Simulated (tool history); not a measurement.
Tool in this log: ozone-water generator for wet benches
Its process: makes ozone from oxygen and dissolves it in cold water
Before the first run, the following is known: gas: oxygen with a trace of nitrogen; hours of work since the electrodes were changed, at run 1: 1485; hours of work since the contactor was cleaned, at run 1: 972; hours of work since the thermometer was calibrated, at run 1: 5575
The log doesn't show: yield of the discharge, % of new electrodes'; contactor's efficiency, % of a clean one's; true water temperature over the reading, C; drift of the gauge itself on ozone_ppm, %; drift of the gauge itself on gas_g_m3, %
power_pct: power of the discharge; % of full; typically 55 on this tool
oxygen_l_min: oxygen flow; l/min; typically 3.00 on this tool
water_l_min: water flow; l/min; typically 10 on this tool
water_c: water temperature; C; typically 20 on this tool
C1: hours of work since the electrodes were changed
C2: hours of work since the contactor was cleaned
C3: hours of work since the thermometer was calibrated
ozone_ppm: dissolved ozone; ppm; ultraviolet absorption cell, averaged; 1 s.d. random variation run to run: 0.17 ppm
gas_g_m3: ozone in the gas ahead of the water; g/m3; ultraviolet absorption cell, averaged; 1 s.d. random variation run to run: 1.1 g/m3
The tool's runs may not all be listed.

Run 1, day 0.000: usual settings; C1 1485; C2 972; C3 5575. Result: ozone_ppm 22.4 ppm, gas_g_m3 189.9 g/m3.
Run 2, day 6.862: usual settings; C1 1599; C2 1086; C3 5689. Result: ozone_ppm 22.2 ppm, gas_g_m3 188.8 g/m3.
Run 3, day 11.992: usual settings; C1 1684; C2 1171; C3 5774. Result: ozone_ppm 22.3 ppm, gas_g_m3 189.7 g/m3.
Run 4, day 18.929: usual settings; C1 1799; C2 1286; C3 5889. Result: ozone_ppm 22.0 ppm, gas_g_m3 188.8 g/m3.
At day 19.488: water thermometer calibrated.
Run 5, day 26.608: usual settings; C1 1926; C2 1414; C3 118. Result: ozone_ppm 22.0 ppm, gas_g_m3 187.9 g/m3.
Run 6, day 32.183: usual settings but oxygen_l_min 4.94 l/min; C1 2019; C2 1506; C3 211. Result: ozone_ppm 20.9 ppm, gas_g_m3 141.5 g/m3.
Run 7, day 36.075: usual settings but oxygen_l_min 4.94 l/min; C1 2084; C2 1571; C3 276. Result: ozone_ppm 20.7 ppm, gas_g_m3 140.7 g/m3.
Run 8, day 40.517: usual settings but power_pct 64 % of full; C1 2158; C2 1645; C3 349. Result: ozone_ppm 24.3 ppm, gas_g_m3 207.8 g/m3.
Run 9, day 44.925: usual settings; C1 2231; C2 1718; C3 423. Result: ozone_ppm 21.9 ppm, gas_g_m3 189.2 g/m3.
Run 10, day 50.029: usual settings; C1 2316; C2 1803; C3 507. Result: ozone_ppm 21.7 ppm, gas_g_m3 187.8 g/m3.
Run 11, day 55.712: usual settings; C1 2410; C2 1897; C3 602. Result: ozone_ppm 21.8 ppm, gas_g_m3 185.9 g/m3.
Run 12, day 63.304: usual settings; C1 2536; C2 2023; C3 728. Result: ozone_ppm 21.8 ppm, gas_g_m3 187.3 g/m3.
Run 13, day 66.912: usual settings but power_pct 66 % of full; C1 2596; C2 2083; C3 788. Result: ozone_ppm 24.2 ppm, gas_g_m3 209.0 g/m3.
Run 14, day 73.367: usual settings but power_pct 66 % of full; C1 2703; C2 2190; C3 895. Result: ozone_ppm 24.0 ppm, gas_g_m3 209.7 g/m3.
Run 15, day 77.300: usual settings but power_pct 66 % of full; C1 2769; C2 2256; C3 961. Result: ozone_ppm 24.2 ppm, gas_g_m3 206.3 g/m3.
Run 16, day 84.671: usual settings but power_pct 66 % of full; C1 2891; C2 2378; C3 1083. Result: ozone_ppm 23.9 ppm, gas_g_m3 210.1 g/m3.
Run 17, day 88.375: usual settings but power_pct 66 % of full; C1 2953; C2 2440; C3 1145. Result: ozone_ppm 24.0 ppm, gas_g_m3 208.0 g/m3.
Run 18, day 93.804: usual settings but power_pct 99 % of full, water_l_min 13 l/min; C1 3043; C2 2530; C3 1235. Result: ozone_ppm 24.2 ppm, gas_g_m3 265.8 g/m3.
At day 94.375: contactor cleaned.
Run 19, day 99.229: usual settings but power_pct 49 % of full, water_l_min 7 l/min; C1 3130; C2 81; C3 1322. Result: ozone_ppm 25.7 ppm, gas_g_m3 171.2 g/m3.
Run 20, day 105.479: usual settings but power_pct 99 % of full, water_c 16 C; C1 3234; C2 184; C3 1426. Result: ozone_ppm 31.8 ppm, gas_g_m3 263.8 g/m3.
Run 21, day 110.425: usual settings but power_pct 62 % of full, oxygen_l_min 1.75 l/min, water_c 26 C; C1 3316; C2 267; C3 1508. Result: ozone_ppm 21.0 ppm, gas_g_m3 270.4 g/m3.
Run 22, day 116.625: usual settings but power_pct 59 % of full, oxygen_l_min 4.29 l/min, water_l_min 8 l/min, water_c 26 C; C1 3419; C2 370; C3 1611. Result: ozone_ppm 21.5 ppm, gas_g_m3 157.5 g/m3.
Run 23, day 123.729: usual settings but power_pct 59 % of full, oxygen_l_min 4.90 l/min, water_l_min 9 l/min, water_c 15 C; C1 3537; C2 488; C3 1729. Result: ozone_ppm 24.3 ppm, gas_g_m3 145.6 g/m3.
Run 24, day 131.300: usual settings but power_pct 88 % of full, oxygen_l_min 3.92 l/min, water_l_min 13 l/min, water_c 15 C; C1 3663; C2 614; C3 1855. Result: ozone_ppm 23.4 ppm, gas_g_m3 208.3 g/m3.
At day 133.779: contactor cleaned, once more.
Run 25, day 134.671: usual settings but power_pct 54 % of full, oxygen_l_min 2.09 l/min, water_l_min 13 l/min, water_c 15 C; C1 3716; C2 15; C3 1908. Result: ozone_ppm 18.1 ppm, gas_g_m3 225.3 g/m3.
Run 26, day 138.008: usual settings but power_pct 84 % of full, oxygen_l_min 3.08 l/min; C1 3772; C2 70; C3 1964. Result: ozone_ppm 28.0 ppm, gas_g_m3 232.1 g/m3.
Run 27, day 144.017: usual settings but power_pct 84 % of full, oxygen_l_min 3.08 l/min; C1 3872; C2 170; C3 2064. Result: ozone_ppm 27.6 ppm, gas_g_m3 231.7 g/m3.
Run 28, day 151.146: usual settings but power_pct 84 % of full, oxygen_l_min 3.08 l/min; C1 3990; C2 289; C3 2182. Result: ozone_ppm 27.2 ppm, gas_g_m3 230.4 g/m3.

Run 29 comes next. What will it give?
Run 29, day 155.238: usual settings but power_pct 84 % of full, oxygen_l_min 3.08 l/min, water_c 16 C; C1 4058; C2 357; C3 2250. Result: ozone_ppm ?, gas_g_m3 ?.

Run 29 gave ozone_ppm 29.3 ppm, gas_g_m3 231.2 g/m3.
If the tool had no hidden condition, the same run with the same run-to-run variation would have returned ozone_ppm 32.4 ppm, gas_g_m3 253.8 g/m3.

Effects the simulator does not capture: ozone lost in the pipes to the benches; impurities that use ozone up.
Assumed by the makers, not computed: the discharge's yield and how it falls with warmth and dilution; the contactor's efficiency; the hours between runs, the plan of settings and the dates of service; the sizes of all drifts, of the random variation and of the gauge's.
